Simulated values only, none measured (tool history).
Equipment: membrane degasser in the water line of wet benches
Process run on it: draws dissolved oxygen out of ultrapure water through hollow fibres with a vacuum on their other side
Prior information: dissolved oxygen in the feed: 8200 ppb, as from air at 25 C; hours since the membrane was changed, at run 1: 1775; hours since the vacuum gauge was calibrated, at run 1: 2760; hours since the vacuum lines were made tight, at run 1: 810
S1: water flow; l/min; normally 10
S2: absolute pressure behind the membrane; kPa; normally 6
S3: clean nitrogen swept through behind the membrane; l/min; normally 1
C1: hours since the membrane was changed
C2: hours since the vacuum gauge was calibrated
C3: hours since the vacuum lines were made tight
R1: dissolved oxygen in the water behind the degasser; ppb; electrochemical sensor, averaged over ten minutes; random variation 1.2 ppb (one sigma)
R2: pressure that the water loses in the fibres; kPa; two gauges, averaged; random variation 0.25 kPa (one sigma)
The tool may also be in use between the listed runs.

| run | hour | S1 | S2 | S3 | C1 | C2 | C3 | R1 | R2 |
|---|---|---|---|---|---|---|---|---|---|
| 1 | 0 | 10 | 6 | 1 | 1775 | 2760 | 810 | 121 | 68.44 |
| 2 | 149.3 | 10 | 4.82 | 1 | 1925 | 2910 | 959 | 93.2 | 68.7 |
| 3 | 326.2 | 10 | 4.69 | 1 | 2101 | 3086 | 1136 | 93.3 | 68.78 |
| 4 | 501.6 | 10 | 4.69 | 1 | 2277 | 3262 | 1312 | 91.1 | 68.43 |
| 5 | 655.4 | 10 | 4.69 | 1 | 2431 | 3416 | 1465 | 91.9 | 68.89 |
| 6 | 835.1 | 11 | 4.69 | 1 | 2610 | 3595 | 1645 | 116.9 | 75.81 |
| 7 | 995.7 | 11 | 12.25 | 1 | 2771 | 3756 | 1806 | 310.6 | 76.12 |
| 8 | 1132.1 | 10 | 6 | 1 | 2907 | 3892 | 1942 | 123.9 | 68.52 |
| 9 | 1227.3 | 6 | 6 | 1 | 3003 | 3988 | 2037 | 49.7 | 41.24 |
| 10 | 1349.9 | 6 | 6 | 1 | 3125 | 4110 | 2160 | 52.4 | 41.75 |
| 11 | 1443.1 | 6 | 6 | 1 | 3218 | 4203 | 2253 | 51.1 | 41.46 |
| 12 | 1584.4 | 6 | 8.2 | 1 | 3360 | 4345 | 2394 | 84.8 | 41.62 |
| 13 | 1698.2 | 12 | 7.33 | 0.43 | 3473 | 4458 | 2508 | 345.9 | 83.16 |
| 14 | 1847.4 | 6 | 4.58 | 1 | 3623 | 4608 | 2657 | 30.8 | 42.02 |
|  | 1906.1 | vacuum gauge calibrated |
| 15 | 1942.1 | 6 | 4.58 | 1 | 3717 | 36 | 2752 | 27.4 | 41.52 |
| 16 | 2086.8 | 15 | 6 | 2.15 | 3862 | 181 | 2896 | 232.7 | 104.41 |
| 17 | 2222.8 | 15 | 6 | 2.15 | 3998 | 317 | 3032 | 233.9 | 104.57 |
| 18 | 2315.3 | 15 | 6 | 2.15 | 4090 | 409 | 3125 | 230.6 | 104.46 |
| 19 | 2445.4 | 7 | 5.62 | 2.1 | 4220 | 539 | 3255 | 33.7 | 48.72 |
| 20 | 2587.6 | 10 | 6 | 2.86 | 4362 | 682 | 3397 | 83.4 | 70.29 |
| 21 | 2705.6 | 10 | 8.62 | 1 | 4480 | 800 | 3515 | 186.5 | 70 |
| 22 | 2787.2 | 15 | 5.56 | 0.77 | 4562 | 881 | 3597 | 291.5 | 105.24 |

Consider 4 possible next runs. They are alternatives, not a sequence: every one starts from the tool as it was left by run 22. What does each give?
| A | 2949 | 15 | 11.33 | 0.77 | 4724 | 1043 | 3758 | ? | ? |
| B | 2949 | 10 | 5.37 | 1 | 4724 | 1043 | 3758 | ? | ? |
| C | 2949 | 10 | 5.56 | 0.77 | 4724 | 1043 | 3758 | ? | ? |
| D | 2949 | 15 | 9.55 | 1.9 | 4724 | 1043 | 3758 | ? | ? |

| run | R1 | R2 |
|---|---|---|
| A | 520.3 | 105.19 |
| B | 110.1 | 70.02 |
| C | 130.4 | 69.89 |
| D | 310 | 105.71 |
Had the tool no hidden state, the same runs would have come out as:
| run | R1 | R2 |
|---|---|---|
| A | 495.8 | 101.84 |
| B | 99.8 | 67.8 |
| C | 119.6 | 67.66 |
| D | 286.1 | 102.36 |
